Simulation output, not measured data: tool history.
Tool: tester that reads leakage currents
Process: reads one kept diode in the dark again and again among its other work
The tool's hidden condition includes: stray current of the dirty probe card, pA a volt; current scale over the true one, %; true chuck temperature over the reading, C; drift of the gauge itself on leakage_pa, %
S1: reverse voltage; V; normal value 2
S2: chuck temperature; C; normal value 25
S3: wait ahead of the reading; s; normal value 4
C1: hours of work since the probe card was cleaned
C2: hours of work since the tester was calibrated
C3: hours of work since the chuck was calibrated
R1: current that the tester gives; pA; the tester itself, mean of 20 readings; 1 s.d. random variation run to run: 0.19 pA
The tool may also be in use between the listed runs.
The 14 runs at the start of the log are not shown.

run	hour	S1	S2	S3	C1	C2	C3	R1
# hour 855.3: probe card cleaned and baked
# hour 864.6: chuck's temperature calibrated
15	897	2	25	4	29	1097	24	59.97
16	946.9	2	25	4	66	1134	60	59.92
17	1017.2	2	25	4	117	1185	112	60.28
18	1093.5	2	25	3.01	173	1241	168	60.66
19	1150	2	25	0.86	214	1283	209	60.42
20	1222.9	2	25	0.86	268	1336	262	60.65
21	1306.4	2	52	5.25	329	1397	324	455.66
22	1381.7	10.99	52	5.25	384	1452	379	1021.05
23	1427	2	25	0.57	417	1485	412	61.29
24	1478.5	2	25	0.57	455	1523	450	61.37
25	1542.5	2	58	0.57	502	1570	497	684.18
26	1619.1	2	58	0.57	558	1626	553	685.1
27	1688.5	17.5	25	2.86	609	1677	604	169.01
28	1749.1	1.59	42	4	653	1721	648	202.48
29	1811.5	1.59	42	0.34	699	1767	694	203.3
30	1864.7	1.59	34	0.34	738	1806	733	111.08
31	1947.9	1.59	34	0.34	799	1867	794	111.29
32	2027.1	2	25	2.92	857	1925	852	59.98
33	2070.7	2	25	2.92	889	1957	883	60.24
34	2140.7	2	37	2.84	940	2008	935	154.55
35	2194.4	9.47	50	8.18	979	2048	974	830.26
# hour 2203.3: chuck's temperature calibrated
36	2277.1	2.26	50	8.18	1039	2107	54	420.43
37	2332.2	6.78	25	0.79	1079	2147	94	110.15
38	2391.5	6.78	31	1.56	1122	2190	138	174.6
39	2473.6	6.89	31	0.77	1182	2251	198	176.51

What if the next run were any one of these 4? Each begins from the tool's condition after run 39:
A	2534.5	3.33	30	0.47	1227	2295	243	?
B	2534.5	1.85	45	9.75	1227	2295	243	?
C	2534.5	11.3	31	0.77	1227	2295	243	?
D	2534.5	2.55	42	4	1227	2295	243	?

run	R1
A	116.53
B	269.74
C	225.44
D	250.98
Without the tool's unlogged condition, the same runs would have read:
run	R1
A	116.56
B	269.87
C	225.45
D	251.09
